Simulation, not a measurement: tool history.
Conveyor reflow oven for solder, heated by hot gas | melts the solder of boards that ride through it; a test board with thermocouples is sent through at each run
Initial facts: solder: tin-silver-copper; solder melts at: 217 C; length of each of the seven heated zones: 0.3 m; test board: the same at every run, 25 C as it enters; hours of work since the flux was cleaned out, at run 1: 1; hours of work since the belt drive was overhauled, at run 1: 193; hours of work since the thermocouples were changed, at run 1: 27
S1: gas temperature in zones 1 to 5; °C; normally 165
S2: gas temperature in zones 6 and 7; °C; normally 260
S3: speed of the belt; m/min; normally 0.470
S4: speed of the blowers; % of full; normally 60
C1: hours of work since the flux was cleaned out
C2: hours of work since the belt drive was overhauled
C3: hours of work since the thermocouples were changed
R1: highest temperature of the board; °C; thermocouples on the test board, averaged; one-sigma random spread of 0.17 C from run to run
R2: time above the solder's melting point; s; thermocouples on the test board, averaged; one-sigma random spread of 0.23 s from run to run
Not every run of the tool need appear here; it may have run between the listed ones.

run 1 day=0.000 | S1=165 S2=260 S3=0.470 S4=60 | C1=1 C2=193 C3=27 | R1=235.5 R2=35.3
run 2 day=0.700 | S1=165 S2=261 S3=0.470 S4=60 | C1=8 C2=200 C3=34 | R1=236.4 R2=36.8
run 3 day=1.258 | S1=165 S2=261 S3=0.470 S4=60 | C1=13 C2=205 C3=39 | R1=236.1 R2=36.9
run 4 day=1.562 | S1=165 S2=260 S3=0.470 S4=60 | C1=16 C2=208 C3=42 | R1=235.1 R2=35.7
run 5 day=2.175 | S1=165 S2=273 S3=0.470 S4=60 | C1=22 C2=214 C3=48 | R1=245.3 R2=46.9
run 6 day=2.829 | S1=165 S2=273 S3=0.470 S4=60 | C1=28 C2=221 C3=54 | R1=245.4 R2=46.6
run 7 day=3.150 | S1=165 S2=273 S3=0.470 S4=60 | C1=31 C2=224 C3=58 | R1=245.6 R2=46.8
run 8 day=3.475 | S1=165 S2=260 S3=0.470 S4=60 | C1=34 C2=227 C3=61 | R1=235.1 R2=35.1
run 9 day=3.929 | S1=165 S2=260 S3=0.470 S4=60 | C1=39 C2=231 C3=65 | R1=235.2 R2=35.5
run 10 day=4.642 | S1=165 S2=260 S3=0.470 S4=88 | C1=46 C2=238 C3=72 | R1=242.3 R2=45.9
run 11 day=5.317 | S1=165 S2=260 S3=0.470 S4=60 | C1=52 C2=244 C3=78 | R1=235.4 R2=35.4
run 12 day=5.904 | S1=165 S2=260 S3=0.470 S4=60 | C1=58 C2=250 C3=84 | R1=235.0 R2=35.7
run 13 day=6.242 | S1=165 S2=260 S3=0.470 S4=60 | C1=61 C2=253 C3=87 | R1=234.9 R2=35.4
run 14 day=6.729 | S1=165 S2=260 S3=0.470 S4=60 | C1=66 C2=258 C3=92 | R1=234.8 R2=35.4
run 15 day=7.079 | S1=165 S2=249 S3=0.470 S4=60 | C1=69 C2=261 C3=95 | R1=226.3 R2=22.2
run 16 day=7.392 | S1=165 S2=249 S3=0.470 S4=60 | C1=72 C2=264 C3=98 | R1=226.6 R2=22.1
run 17 day=8.021 | S1=168 S2=249 S3=0.509 S4=59 | C1=78 C2=270 C3=104 | R1=223.7 R2=15.8
run 18 day=8.725 | S1=165 S2=260 S3=0.412 S4=68 | C1=85 C2=277 C3=111 | R1=241.7 R2=52.0
run 19 day=9.267 | S1=169 S2=260 S3=0.412 S4=88 | C1=90 C2=282 C3=116 | R1=246.6 R2=60.2
-- day=9.542 flux residue cleaned out of gas plates and filters
run 20 day=9.804 | S1=165 S2=263 S3=0.470 S4=86 | C1=3 C2=285 C3=119 | R1=243.9 R2=47.5
run 21 day=10.208 | S1=165 S2=260 S3=0.555 S4=54 | C1=6 C2=289 C3=123 | R1=224.9 R2=14.2
run 22 day=10.900 | S1=167 S2=271 S3=0.384 S4=73 | C1=13 C2=296 C3=130 | R1=254.9 R2=70.2
run 23 day=11.575 | S1=167 S2=271 S3=0.384 S4=73 | C1=20 C2=302 C3=136 | R1=254.7 R2=69.9
run 24 day=11.883 | S1=167 S2=271 S3=0.384 S4=73 | C1=22 C2=305 C3=139 | R1=254.8 R2=70.6
-- day=12.575 flux residue cleaned out of gas plates and filters, once more
run 25 day=12.796 | S1=163 S2=271 S3=0.528 S4=73 | C1=2 C2=312 C3=146 | R1=243.2 R2=39.1
run 26 day=13.196 | S1=170 S2=260 S3=0.470 S4=60 | C1=6 C2=316 C3=150 | R1=236.3 R2=39.3
run 27 day=13.821 | S1=165 S2=260 S3=0.444 S4=60 | C1=12 C2=322 C3=156 | R1=237.3 R2=42.1
run 28 day=14.388 | S1=165 S2=260 S3=0.444 S4=60 | C1=17 C2=327 C3=161 | R1=237.7 R2=41.6
run 29 day=14.862 | S1=165 S2=260 S3=0.444 S4=60 | C1=22 C2=332 C3=166 | R1=237.3 R2=41.6
run 30 day=15.275 | S1=165 S2=260 S3=0.444 S4=60 | C1=26 C2=336 C3=170 | R1=237.4 R2=41.6
run 31 day=15.754 | S1=159 S2=260 S3=0.474 S4=56 | C1=31 C2=341 C3=175 | R1=232.0 R2=29.1
run 32 day=16.192 | S1=159 S2=260 S3=0.474 S4=56 | C1=35 C2=345 C3=179 | R1=231.8 R2=28.4

Predict each of these 3 candidate next runs independently; none follows another, all start after run 32:
run A day=16.571 | S1=159 S2=275 S3=0.474 S4=51 | C1=38 C2=348 C3=182 | R1=? R2=?
run B day=16.571 | S1=158 S2=262 S3=0.474 S4=60 | C1=38 C2=348 C3=182 | R1=? R2=?
run C day=16.571 | S1=159 S2=260 S3=0.458 S4=51 | C1=38 C2=348 C3=182 | R1=? R2=?

run=A R1=241.4 R2=39.7
run=B R1=234.8 R2=32.8
run=C R1=231.1 R2=28.7
With the hidden condition removed and each run's random variation left untouched, the same runs would have given:
run=A R1=241.9 R2=39.8
run=B R1=235.3 R2=33.2
run=C R1=231.6 R2=29.2
